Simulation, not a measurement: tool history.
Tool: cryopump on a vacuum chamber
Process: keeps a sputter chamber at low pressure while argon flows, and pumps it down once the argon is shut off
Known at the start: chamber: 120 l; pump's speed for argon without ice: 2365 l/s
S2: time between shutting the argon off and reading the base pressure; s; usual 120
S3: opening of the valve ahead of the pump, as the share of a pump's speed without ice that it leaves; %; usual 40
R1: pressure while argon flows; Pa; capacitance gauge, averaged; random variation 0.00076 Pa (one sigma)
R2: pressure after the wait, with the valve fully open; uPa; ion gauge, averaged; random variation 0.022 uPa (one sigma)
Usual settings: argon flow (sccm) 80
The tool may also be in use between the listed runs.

Run 1, day 0.000: usual settings. Result: R1 0.1520 Pa, R2 0.78 uPa.
Run 2, day 1.262: usual settings but S2 35 s. Result: R1 0.1517 Pa, R2 2.09 uPa.
Run 3, day 2.146: usual settings but S3 20 %. Result: R1 0.2962 Pa, R2 0.77 uPa.
Run 4, day 3.617: usual settings but argon flow (sccm) 83. Result: R1 0.1592 Pa, R2 0.80 uPa.
Run 5, day 4.600: usual settings. Result: R1 0.1534 Pa, R2 0.80 uPa.
Run 6, day 5.592: usual settings. Result: R1 0.1552 Pa, R2 0.83 uPa.
Run 7, day 7.088: usual settings but argon flow (sccm) 143. Result: R1 0.2764 Pa, R2 0.85 uPa.
Run 8, day 8.267: usual settings but argon flow (sccm) 38. Result: R1 0.0743 Pa, R2 0.79 uPa.
Run 9, day 9.729: usual settings but argon flow (sccm) 38. Result: R1 0.0754 Pa, R2 0.84 uPa.
Run 10, day 10.879: usual settings but argon flow (sccm) 38. Result: R1 0.0742 Pa, R2 0.85 uPa.
Run 11, day 11.675: usual settings but argon flow (sccm) 38. Result: R1 0.0747 Pa, R2 0.85 uPa.
Run 12, day 13.162: usual settings but argon flow (sccm) 74. Result: R1 0.1467 Pa, R2 0.88 uPa.
Run 13, day 13.833: usual settings but argon flow (sccm) 74. Result: R1 0.1476 Pa, R2 0.84 uPa.
Run 14, day 15.308: usual settings but argon flow (sccm) 74. Result: R1 0.1485 Pa, R2 0.88 uPa.
At day 15.758: pump warmed up, emptied and cooled again.
Run 15, day 16.371: usual settings. Result: R1 0.1432 Pa, R2 0.83 uPa.
Run 16, day 17.579: usual settings but S3 24 %. Result: R1 0.2409 Pa, R2 0.81 uPa.
Run 17, day 18.508: usual settings but S3 24 %. Result: R1 0.2397 Pa, R2 0.83 uPa.
Run 18, day 20.058: usual settings but argon flow (sccm) 134, S2 36 s, S3 33 %. Result: R1 0.2939 Pa, R2 1.95 uPa.
Run 19, day 21.288: usual settings but S2 176 s, S3 52 %. Result: R1 0.1128 Pa, R2 0.68 uPa.
Run 20, day 21.962: usual settings but argon flow (sccm) 35, S2 282 s, S3 18 %. Result: R1 0.1397 Pa, R2 0.56 uPa.
Run 21, day 23.329: usual settings but argon flow (sccm) 35, S2 282 s, S3 18 %. Result: R1 0.1413 Pa, R2 0.54 uPa.
Run 22, day 24.504: usual settings but S3 18 %. Result: R1 0.3235 Pa, R2 0.87 uPa.
Run 23, day 25.858: usual settings but argon flow (sccm) 145, S2 24 s, S3 24 %. Result: R1 0.4433 Pa, R2 2.88 uPa.
Run 24, day 26.608: usual settings but argon flow (sccm) 144, S2 23 s, S3 42 %. Result: R1 0.2556 Pa, R2 2.94 uPa.
Run 25, day 27.729: usual settings but argon flow (sccm) 99, S2 71 s, S3 44 %. Result: R1 0.1687 Pa, R2 1.18 uPa.
Run 26, day 28.658: usual settings but S3 56 %. Result: R1 0.1080 Pa, R2 0.88 uPa.
Run 27, day 30.138: usual settings but S3 56 %. Result: R1 0.1111 Pa, R2 0.83 uPa.
Run 28, day 30.846: usual settings but argon flow (sccm) 37, S2 29 s, S3 59 %. Result: R1 0.0489 Pa, R2 2.43 uPa.
Run 29, day 31.871: usual settings but argon flow (sccm) 46, S2 31 s, S3 59 %. Result: R1 0.0598 Pa, R2 2.32 uPa.
Run 30, day 33.338: usual settings but argon flow (sccm) 46, S2 244 s, S3 38 %. Result: R1 0.0912 Pa, R2 0.63 uPa.
Run 31, day 34.292: usual settings but argon flow (sccm) 139, S2 39 s, S3 18 %. Result: R1 0.5645 Pa, R2 1.93 uPa.
Run 32, day 35.446: usual settings but argon flow (sccm) 74, S3 35 %. Result: R1 0.1615 Pa, R2 0.96 uPa.
Run 33, day 37.050: usual settings but argon flow (sccm) 130, S3 46 %. Result: R1 0.2210 Pa, R2 0.89 uPa.

The same runs without the tool's hidden state, with the same run-to-run variation:
The hidden state here: pump's speed, % of a pump's without ice; cold plate's temperature, K; leak into the chamber, uPa l/s; drift of the gauge itself on working_pa, %; drift of the gauge itself on base_upa, %.
run      R1    R2
  1  0.1431  0.60
  2  0.1423  1.90
  3  0.2862  0.58
  4  0.1481  0.61
  5  0.1421  0.61
  6  0.1435  0.62
  7  0.2539  0.64
  8  0.0680  0.58
  9  0.0686  0.62
 10  0.0672  0.62
 11  0.0674  0.62
 12  0.1317  0.64
 13  0.1322  0.60
 14  0.1321  0.62
 15  0.1419  0.65
 16  0.2391  0.64
 17  0.2375  0.64
 18  0.2890  1.77
 19  0.1094  0.49
 20  0.1381  0.36
 21  0.1394  0.34
 22  0.3186  0.66
 23  0.4334  2.67
 24  0.2451  2.72
 25  0.1608  0.96
 26  0.1012  0.65
 27  0.1036  0.60
 28  0.0453  2.20
 29  0.0550  2.07
 30  0.0860  0.38
 31  0.5480  1.67
 32  0.1520  0.69
 33  0.2030  0.62

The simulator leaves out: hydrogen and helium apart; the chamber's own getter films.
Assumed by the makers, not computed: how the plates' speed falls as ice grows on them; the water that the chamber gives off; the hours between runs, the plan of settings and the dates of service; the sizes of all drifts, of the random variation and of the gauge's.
